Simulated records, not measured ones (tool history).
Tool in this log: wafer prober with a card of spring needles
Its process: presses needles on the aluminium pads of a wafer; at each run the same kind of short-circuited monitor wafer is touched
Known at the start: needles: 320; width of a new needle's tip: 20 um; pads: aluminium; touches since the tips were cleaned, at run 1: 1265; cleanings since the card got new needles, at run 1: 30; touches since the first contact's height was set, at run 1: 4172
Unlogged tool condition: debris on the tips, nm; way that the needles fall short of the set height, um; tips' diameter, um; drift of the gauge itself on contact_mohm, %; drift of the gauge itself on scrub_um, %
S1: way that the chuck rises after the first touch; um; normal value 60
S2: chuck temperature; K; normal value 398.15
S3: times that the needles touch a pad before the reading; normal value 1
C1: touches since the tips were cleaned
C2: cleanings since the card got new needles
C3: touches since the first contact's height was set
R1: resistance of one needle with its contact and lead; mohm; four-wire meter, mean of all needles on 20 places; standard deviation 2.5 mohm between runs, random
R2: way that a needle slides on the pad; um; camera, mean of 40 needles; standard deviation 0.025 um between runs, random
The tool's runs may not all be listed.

run,hour,S1,S2,S3,C1,C2,C3,R1,R2
1,0,60,398.15,1,1265,30,4172,281,11.63
# hour 7.7: tips cleaned on abrasive film
# hour 20.3: tips cleaned on abrasive film
# hour 33: tips cleaned on abrasive film
# hour 45.7: tips cleaned on abrasive film
2,55.3,60,398.15,1,3693,34,25312,285,11.63
# hour 57.9: tips cleaned on abrasive film
# hour 68.1: tips cleaned on abrasive film
# hour 80.8: tips cleaned on abrasive film
# hour 93.5: tips cleaned on abrasive film
3,98.6,67,398.15,1,1977,38,41825,284,12.97
# hour 103.8: tips cleaned on abrasive film
# hour 113.9: tips cleaned on abrasive film
# hour 126.6: tips cleaned on abrasive film
# hour 139.3: tips cleaned on abrasive film
# hour 149.5: tips cleaned on abrasive film
# hour 159.6: tips cleaned on abrasive film
# hour 169.8: tips cleaned on abrasive film
4,171.9,60,326.15,1,786,45,69748,265,11.62
# hour 182: tips cleaned on abrasive film
# hour 192.2: tips cleaned on abrasive film
# hour 204.9: tips cleaned on abrasive film
5,210.6,60,398.15,1,2205,48,84553,288,11.61
# hour 215.8: tips cleaned on abrasive film
# hour 228.4: tips cleaned on abrasive film
# hour 241.1: tips cleaned on abrasive film
6,243.1,60,398.15,1,744,51,96926,281,11.64
# hour 253.2: tips cleaned on abrasive film
# hour 265.9: tips cleaned on abrasive film
# hour 276.1: tips cleaned on abrasive film
7,280.8,73,398.15,1,1816,54,111342,283,14.17
# hour 288.5: tips cleaned on abrasive film
# hour 298.6: tips cleaned on abrasive film
# hour 311.3: tips cleaned on abrasive film
8,315.7,73,398.15,1,1697,57,124669,282,14.12
# hour 323.4: tips cleaned on abrasive film
# hour 336.1: tips cleaned on abrasive film
# hour 341.4: height of the first contact set anew
# hour 349.1: tips cleaned on abrasive film
# hour 359.2: tips cleaned on abrasive film
# hour 371.9: tips cleaned on abrasive film
9,377.8,63,398.15,1,2261,62,13891,282,12.2
# hour 382.9: tips cleaned on abrasive film
# hour 395.6: tips cleaned on abrasive film
# hour 408.3: tips cleaned on abrasive film
# hour 418.5: tips cleaned on abrasive film
10,419.8,60,334.15,1,516,66,29914,267,11.59
# hour 430: tips cleaned on abrasive film
# hour 440.2: tips cleaned on abrasive film
# hour 450.4: tips cleaned on abrasive film
11,457,60,398.15,1,2576,69,44122,283,11.63
# hour 462.2: tips cleaned on abrasive film
# hour 474.9: tips cleaned on abrasive film
# hour 487.6: tips cleaned on abrasive film
# hour 500.2: tips cleaned on abrasive film
# hour 510.4: tips cleaned on abrasive film
12,513.3,60,398.15,2,1119,74,65593,280,11.64
# hour 521: tips cleaned on abrasive film
# hour 531.1: tips cleaned on abrasive film
# hour 543.8: tips cleaned on abrasive film
# hour 556.5: tips cleaned on abrasive film
13,562.7,41,315.15,1,2366,78,84433,274,7.94
# hour 567.8: tips cleaned on abrasive film
# hour 578: tips cleaned on abrasive film
# hour 588.2: tips cleaned on abrasive film
# hour 600.8: tips cleaned on abrasive film
# hour 611: tips cleaned on abrasive film
# hour 621.2: tips cleaned on abrasive film
# hour 633.7: tips cleaned on abrasive film
14,633.7,41,337.15,1,0,85,111507,282,7.92
# hour 643.9: tips cleaned on abrasive film
# hour 654.1: tips cleaned on abrasive film
# hour 666.7: tips cleaned on abrasive film
15,676.1,41,337.15,1,3619,88,127725,282,7.95
# hour 678.8: tips cleaned on abrasive film
# hour 691.4: tips cleaned on abrasive film
# hour 694.3: height of the first contact set anew
# hour 701.9: tips cleaned on abrasive film
# hour 714.6: tips cleaned on abrasive film
# hour 727.3: tips cleaned on abrasive film
16,731.3,41,337.15,1,1556,93,14155,276,7.94
# hour 739: tips cleaned on abrasive film
# hour 749.2: tips cleaned on abrasive film
# hour 761.9: tips cleaned on abrasive film
17,765,41,337.15,1,1222,96,27007,280,7.92
# hour 772.7: tips cleaned on abrasive film
# hour 782.9: tips cleaned on abrasive film
# hour 795.5: tips cleaned on abrasive film
# hour 805.7: tips cleaned on abrasive film
# hour 818.4: tips cleaned on abrasive film
# hour 828.6: tips cleaned on abrasive film
18,832.5,41,337.15,1,1500,102,52736,285,7.92
# hour 840.1: tips cleaned on abrasive film
# hour 852.8: tips cleaned on abrasive film
# hour 865.5: tips cleaned on abrasive film
# hour 878.2: tips cleaned on abrasive film
# hour 890.9: tips cleaned on abrasive film
# hour 902.9: tips cleaned on abrasive film
19,902.9,48,398.15,1,0,108,79595,288,9.31
# hour 915.5: tips cleaned on abrasive film
# hour 928.2: tips cleaned on abrasive film
# hour 940.9: tips cleaned on abrasive film
20,945.4,53,398.15,2,1735,111,95867,290,10.25
# hour 953.1: tips cleaned on abrasive film
# hour 963.3: tips cleaned on abrasive film
# hour 975.9: tips cleaned on abrasive film
21,984,57,342.15,1,3104,114,110601,268,11.04
# hour 986.6: tips cleaned on abrasive film
# hour 999.3: tips cleaned on abrasive film
# hour 1012: tips cleaned on abrasive film
22,1014.7,57,342.15,1,1034,117,122297,272,11.08
# hour 1022.3: tips cleaned on abrasive film
# hour 1035: tips cleaned on abrasive film
# hour 1047.7: tips cleaned on abrasive film
# hour 1048: height of the first contact set anew
# hour 1060.7: tips cleaned on abrasive film
23,1061.9,53,356.15,1,457,121,5303,279,10.3
# hour 1072.1: tips cleaned on abrasive film
# hour 1084.8: tips cleaned on abrasive film
# hour 1094.9: tips cleaned on abrasive film
# hour 1107.6: tips cleaned on abrasive film
# hour 1117.8: tips cleaned on abrasive film
# hour 1130.5: tips cleaned on abrasive film
24,1130.8,51,329.15,3,112,127,31583,268,9.86

Hidden condition of the tool, last listed run before each entry between runs versus first listed run after:
After run 1, before run 2: tips cleaned on abrasive film (hour 7.7); tips cleaned on abrasive film (hour 20.3); tips cleaned on abrasive film (hour 33); tips cleaned on abrasive film (hour 45.7)
  debris on the tips, nm: 0.3 -> 0.6
After run 2, before run 3: tips cleaned on abrasive film (hour 57.9); tips cleaned on abrasive film (hour 68.1); tips cleaned on abrasive film (hour 80.8); tips cleaned on abrasive film (hour 93.5)
  debris on the tips, nm: 0.6 -> 0.4; way that the needles fall short of the set height, um: 0 -> 0.01
After run 3, before run 4: tips cleaned on abrasive film (hour 103.8); tips cleaned on abrasive film (hour 113.9); tips cleaned on abrasive film (hour 126.6); tips cleaned on abrasive film (hour 139.3); tips cleaned on abrasive film (hour 149.5); tips cleaned on abrasive film (hour 159.6); tips cleaned on abrasive film (hour 169.8)
  debris on the tips, nm: 0.4 -> 0.2
After run 4, before run 5: tips cleaned on abrasive film (hour 182); tips cleaned on abrasive film (hour 192.2); tips cleaned on abrasive film (hour 204.9)
  debris on the tips, nm: 0.2 -> 0.4
After run 5, before run 6: tips cleaned on abrasive film (hour 215.8); tips cleaned on abrasive film (hour 228.4); tips cleaned on abrasive film (hour 241.1)
  debris on the tips, nm: 0.4 -> 0.2
After run 6, before run 7: tips cleaned on abrasive film (hour 253.2); tips cleaned on abrasive film (hour 265.9); tips cleaned on abrasive film (hour 276.1)
  debris on the tips, nm: 0.2 -> 0.3
After run 7, before run 8: tips cleaned on abrasive film (hour 288.5); tips cleaned on abrasive film (hour 298.6); tips cleaned on abrasive film (hour 311.3)
  debris on the tips, nm: 0.3 -> 0.4; way that the needles fall short of the set height, um: 0.01 -> 0.02
After run 8, before run 9: tips cleaned on abrasive film (hour 323.4); tips cleaned on abrasive film (hour 336.1); height of the first contact set anew (hour 341.4); tips cleaned on abrasive film (hour 349.1); tips cleaned on abrasive film (hour 359.2); tips cleaned on abrasive film (hour 371.9)
  debris on the tips, nm: 0.4 -> 0.5; way that the needles fall short of the set height, um: 0.02 -> 0
After run 9, before run 10: tips cleaned on abrasive film (hour 382.9); tips cleaned on abrasive film (hour 395.6); tips cleaned on abrasive film (hour 408.3); tips cleaned on abrasive film (hour 418.5)
  debris on the tips, nm: 0.5 -> 0.2
After run 10, before run 11: tips cleaned on abrasive film (hour 430); tips cleaned on abrasive film (hour 440.2); tips cleaned on abrasive film (hour 450.4)
  debris on the tips, nm: 0.2 -> 0.4; way that the needles fall short of the set height, um: 0 -> 0.01
After run 11, before run 12: tips cleaned on abrasive film (hour 462.2); tips cleaned on abrasive film (hour 474.9); tips cleaned on abrasive film (hour 487.6); tips cleaned on abrasive film (hour 500.2); tips cleaned on abrasive film (hour 510.4)
  debris on the tips, nm: 0.4 -> 0.3
After run 12, before run 13: tips cleaned on abrasive film (hour 521); tips cleaned on abrasive film (hour 531.1); tips cleaned on abrasive film (hour 543.8); tips cleaned on abrasive film (hour 556.5)
  debris on the tips, nm: 0.3 -> 0.4; tips' diameter, um: 20.01 -> 20.02
After run 13, before run 14: tips cleaned on abrasive film (hour 567.8); tips cleaned on abrasive film (hour 578); tips cleaned on abrasive film (hour 588.2); tips cleaned on abrasive film (hour 600.8); tips cleaned on abrasive film (hour 611); tips cleaned on abrasive film (hour 621.2); tips cleaned on abrasive film (hour 633.7)
  debris on the tips, nm: 0.4 -> 0.1
After run 14, before run 15: tips cleaned on abrasive film (hour 643.9); tips cleaned on abrasive film (hour 654.1); tips cleaned on abrasive film (hour 666.7)
  debris on the tips, nm: 0.1 -> 0.6; way that the needles fall short of the set height, um: 0.01 -> 0.02
After run 15, before run 16: tips cleaned on abrasive film (hour 678.8); tips cleaned on abrasive film (hour 691.4); height of the first contact set anew (hour 694.3); tips cleaned on abrasive film (hour 701.9); tips cleaned on abrasive film (hour 714.6); tips cleaned on abrasive film (hour 727.3)
  debris on the tips, nm: 0.6 -> 0.3; way that the needles fall short of the set height, um: 0.02 -> 0
After run 16, before run 17: tips cleaned on abrasive film (hour 739); tips cleaned on abrasive film (hour 749.2); tips cleaned on abrasive film (hour 761.9)
  no difference in the tool's unlogged condition between these two runs
After run 17, before run 18: tips cleaned on abrasive film (hour 772.7); tips cleaned on abrasive film (hour 782.9); tips cleaned on abrasive film (hour 795.5); tips cleaned on abrasive film (hour 805.7); tips cleaned on abrasive film (hour 818.4); tips cleaned on abrasive film (hour 828.6)
  way that the needles fall short of the set height, um: 0 -> 0.01
After run 18, before run 19: tips cleaned on abrasive film (hour 840.1); tips cleaned on abrasive film (hour 852.8); tips cleaned on abrasive film (hour 865.5); tips cleaned on abrasive film (hour 878.2); tips cleaned on abrasive film (hour 890.9); tips cleaned on abrasive film (hour 902.9)
  debris on the tips, nm: 0.3 -> 0
After run 19, before run 20: tips cleaned on abrasive film (hour 915.5); tips cleaned on abrasive film (hour 928.2); tips cleaned on abrasive film (hour 940.9)
  debris on the tips, nm: 0 -> 0.3
After run 20, before run 21: tips cleaned on abrasive film (hour 953.1); tips cleaned on abrasive film (hour 963.3); tips cleaned on abrasive film (hour 975.9)
  debris on the tips, nm: 0.3 -> 0.5
After run 21, before run 22: tips cleaned on abrasive film (hour 986.6); tips cleaned on abrasive film (hour 999.3); tips cleaned on abrasive film (hour 1012)
  debris on the tips, nm: 0.5 -> 0.2; way that the needles fall short of the set height, um: 0.01 -> 0.02
After run 22, before run 23: tips cleaned on abrasive film (hour 1022.3); tips cleaned on abrasive film (hour 1035); tips cleaned on abrasive film (hour 1047.7); height of the first contact set anew (hour 1048); tips cleaned on abrasive film (hour 1060.7)
  debris on the tips, nm: 0.2 -> 0.1; way that the needles fall short of the set height, um: 0.02 -> 0
After run 23, before run 24: tips cleaned on abrasive film (hour 1072.1); tips cleaned on abrasive film (hour 1084.8); tips cleaned on abrasive film (hour 1094.9); tips cleaned on abrasive film (hour 1107.6); tips cleaned on abrasive film (hour 1117.8); tips cleaned on abrasive film (hour 1130.5)
  no difference in the tool's unlogged condition between these two runs
